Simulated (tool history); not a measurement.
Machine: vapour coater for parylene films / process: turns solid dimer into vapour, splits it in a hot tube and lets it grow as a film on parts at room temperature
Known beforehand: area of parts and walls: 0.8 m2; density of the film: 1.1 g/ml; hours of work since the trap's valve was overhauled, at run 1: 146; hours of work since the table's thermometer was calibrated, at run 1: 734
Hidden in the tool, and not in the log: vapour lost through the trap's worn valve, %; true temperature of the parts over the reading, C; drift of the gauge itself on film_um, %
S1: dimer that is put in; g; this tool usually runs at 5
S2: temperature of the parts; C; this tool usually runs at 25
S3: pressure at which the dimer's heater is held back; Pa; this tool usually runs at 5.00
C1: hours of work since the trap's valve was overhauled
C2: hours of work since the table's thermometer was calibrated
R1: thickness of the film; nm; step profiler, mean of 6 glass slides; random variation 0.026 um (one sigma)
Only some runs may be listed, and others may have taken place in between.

{"run": 1, "hour": 0.0, "S1": 5, "S2": 25, "S3": 5.0, "C1": 146, "C2": 734, "R1": 3300}
{"run": 2, "hour": 29.4, "S1": 3, "S2": 25, "S3": 5.0, "C1": 161, "C2": 750, "R1": 2020}
{"run": 3, "hour": 50.7, "S1": 8, "S2": 25, "S3": 5.0, "C1": 173, "C2": 761, "R1": 5250}
{"run": 4, "hour": 88.2, "S1": 8, "S2": 25, "S3": 5.0, "C1": 193, "C2": 781, "R1": 5360}
{"run": 5, "hour": 105.1, "S1": 8, "S2": 25, "S3": 5.0, "C1": 202, "C2": 790, "R1": 5200}
{"run": 6, "hour": 132.5, "S1": 5, "S2": 25, "S3": 3.1, "C1": 217, "C2": 805, "R1": 3470}
{"run": 7, "hour": 163.2, "S1": 5, "S2": 25, "S3": 3.1, "C1": 233, "C2": 822, "R1": 3460}
{"run": 8, "hour": 197.8, "S1": 5, "S2": 20, "S3": 5.0, "C1": 252, "C2": 840, "R1": 3970}
{"run": 9, "hour": 215.1, "S1": 5, "S2": 20, "S3": 5.0, "C1": 261, "C2": 849, "R1": 3940}
{"run": 10, "hour": 245.6, "S1": 5, "S2": 20, "S3": 5.0, "C1": 277, "C2": 866, "R1": 3970}
{"run": 11, "hour": 279.3, "S1": 5, "S2": 20, "S3": 5.0, "C1": 296, "C2": 884, "R1": 3940}
{"run": 12, "hour": 311.8, "S1": 5, "S2": 20, "S3": 5.0, "C1": 313, "C2": 901, "R1": 3900}
{"run": 13, "hour": 330.5, "S1": 5, "S2": 37, "S3": 5.0, "C1": 323, "C2": 911, "R1": 1980}
{"run": 14, "hour": 349.3, "S1": 5, "S2": 25, "S3": 5.0, "C1": 333, "C2": 921, "R1": 3170}
{"run": 15, "hour": 367.3, "S1": 3, "S2": 20, "S3": 2.61, "C1": 343, "C2": 931, "R1": 2520}
{"run": 16, "hour": 398.3, "S1": 3, "S2": 20, "S3": 2.61, "C1": 359, "C2": 948, "R1": 2510}
{"run": 17, "hour": 428.7, "S1": 3, "S2": 20, "S3": 2.61, "C1": 376, "C2": 964, "R1": 2470}
{"run": 18, "hour": 458.8, "S1": 3, "S2": 20, "S3": 2.61, "C1": 392, "C2": 980, "R1": 2480}
{"run": 19, "hour": 493.3, "S1": 2, "S2": 21, "S3": 2.61, "C1": 410, "C2": 999, "R1": 1550}
{"run": 20, "hour": 514.3, "S1": 5, "S2": 21, "S3": 2.61, "C1": 422, "C2": 1010, "R1": 3900}
{"run": 21, "hour": 534.7, "S1": 5, "S2": 21, "S3": 9.64, "C1": 433, "C2": 1021, "R1": 3380}
{"run": 22, "hour": 552.9, "S1": 5, "S2": 37, "S3": 9.64, "C1": 442, "C2": 1031, "R1": 1750}
{"run": 23, "hour": 574.8, "S1": 5, "S2": 37, "S3": 7.58, "C1": 454, "C2": 1042, "R1": 1860}

The next listed run, before its measurement:
{"run": 24, "hour": 594.4, "S1": 5, "S2": 37, "S3": 7.58, "C1": 465, "C2": 1053, "R1": "?"}

R1: 1830 nm
The same run, on a tool lacking any hidden state, would have yielded R1 2000 nm.
